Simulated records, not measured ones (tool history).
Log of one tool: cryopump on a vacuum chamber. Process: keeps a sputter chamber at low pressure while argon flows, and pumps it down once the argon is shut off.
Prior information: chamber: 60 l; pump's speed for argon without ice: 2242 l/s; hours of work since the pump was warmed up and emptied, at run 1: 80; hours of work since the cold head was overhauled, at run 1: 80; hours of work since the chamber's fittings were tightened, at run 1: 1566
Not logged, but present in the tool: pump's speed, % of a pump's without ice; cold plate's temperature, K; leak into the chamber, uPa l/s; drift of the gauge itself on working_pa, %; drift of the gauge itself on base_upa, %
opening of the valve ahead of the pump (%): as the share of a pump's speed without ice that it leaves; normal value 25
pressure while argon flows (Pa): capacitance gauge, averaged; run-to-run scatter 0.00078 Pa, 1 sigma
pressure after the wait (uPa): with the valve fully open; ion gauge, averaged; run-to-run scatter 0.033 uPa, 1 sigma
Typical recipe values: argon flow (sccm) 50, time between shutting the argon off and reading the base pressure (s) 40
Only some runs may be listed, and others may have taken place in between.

run,hour,argon flow (sccm),time between shutting the argon off and reading the base pressure (s),opening of the valve ahead of the pump (%),hours of work since the pump was warmed up and emptied,hours of work since the cold head was overhauled,hours of work since the chamber's fittings were tightened,pressure while argon flows (Pa),pressure after the wait (uPa)
1,0,50,40,25,80,80,1566,0.1522,2.12
2,22.8,50,40,25,94,94,1581,0.1524,2.07
3,35.6,50,40,25,103,103,1589,0.1529,2.1
4,54.9,50,40,25,115,115,1601,0.1529,2.09
5,77.9,50,40,25,130,130,1616,0.1534,2.05
6,95.2,50,40,25,141,141,1627,0.1546,2.12
7,114.9,50,40,25,154,154,1640,0.1526,2.17
8,127.2,50,40,25,162,162,1648,0.1537,2.12
9,146.6,50,40,25,174,174,1661,0.1535,2.14
10,168.8,50,40,25,189,189,1675,0.1545,2.11
11,193,50,40,25,205,205,1691,0.1542,2.12
12,206.7,50,40,32,213,213,1700,0.1216,2.13
13,223.8,50,40,32,224,224,1711,0.1217,2.15
14,240.7,50,40,32,235,235,1722,0.1217,2.15
15,254.9,50,40,32,245,245,1731,0.1226,2.19
16,274.6,50,141,44,257,257,1744,0.0896,1.06
17,287,47,119,47,265,265,1752,0.0806,1.11
18,306.2,50,244,22,278,278,1764,0.1773,0.82
19,327.7,50,89,22,292,292,1778,0.1772,1.32
20,338.9,43,49,22,299,299,1785,0.1518,1.9
21,349.5,21,32,25,306,306,1792,0.0657,2.56
22,359.7,21,32,25,313,313,1799,0.0664,2.56
23,373.3,21,32,25,321,321,1808,0.0659,2.58
24,393.9,21,32,25,335,335,1821,0.0661,2.56
25,409.3,21,32,25,345,345,1831,0.0653,2.59
26,419.5,24,56,60,351,351,1837,0.0334,1.8
27,430.4,24,166,60,358,358,1845,0.0335,1
28,447.1,24,166,60,369,369,1855,0.0323,1.01
29,461.4,24,166,60,378,378,1865,0.0333,0.98
30,472.3,24,166,60,385,385,1872,0.0334,1.03

What would each run have given without the hidden state, its run-to-run variation left as it was?
run,pressure while argon flows (Pa),pressure after the wait (uPa)
1,0.1508,1.75
2,0.1508,1.7
3,0.1511,1.72
4,0.1509,1.71
5,0.1511,1.67
6,0.1522,1.72
7,0.15,1.76
8,0.1509,1.72
9,0.1505,1.74
10,0.1512,1.7
11,0.1507,1.7
12,0.1179,1.7
13,0.1177,1.71
14,0.1175,1.72
15,0.1182,1.74
16,0.0851,0.6
17,0.0761,0.66
18,0.1723,0.36
19,0.1719,0.84
20,0.1471,1.42
21,0.0633,2.09
22,0.064,2.09
23,0.0634,2.1
24,0.0635,2.08
25,0.0627,2.1
26,0.0303,1.3
27,0.0303,0.48
28,0.029,0.5
29,0.0299,0.47
30,0.0299,0.51

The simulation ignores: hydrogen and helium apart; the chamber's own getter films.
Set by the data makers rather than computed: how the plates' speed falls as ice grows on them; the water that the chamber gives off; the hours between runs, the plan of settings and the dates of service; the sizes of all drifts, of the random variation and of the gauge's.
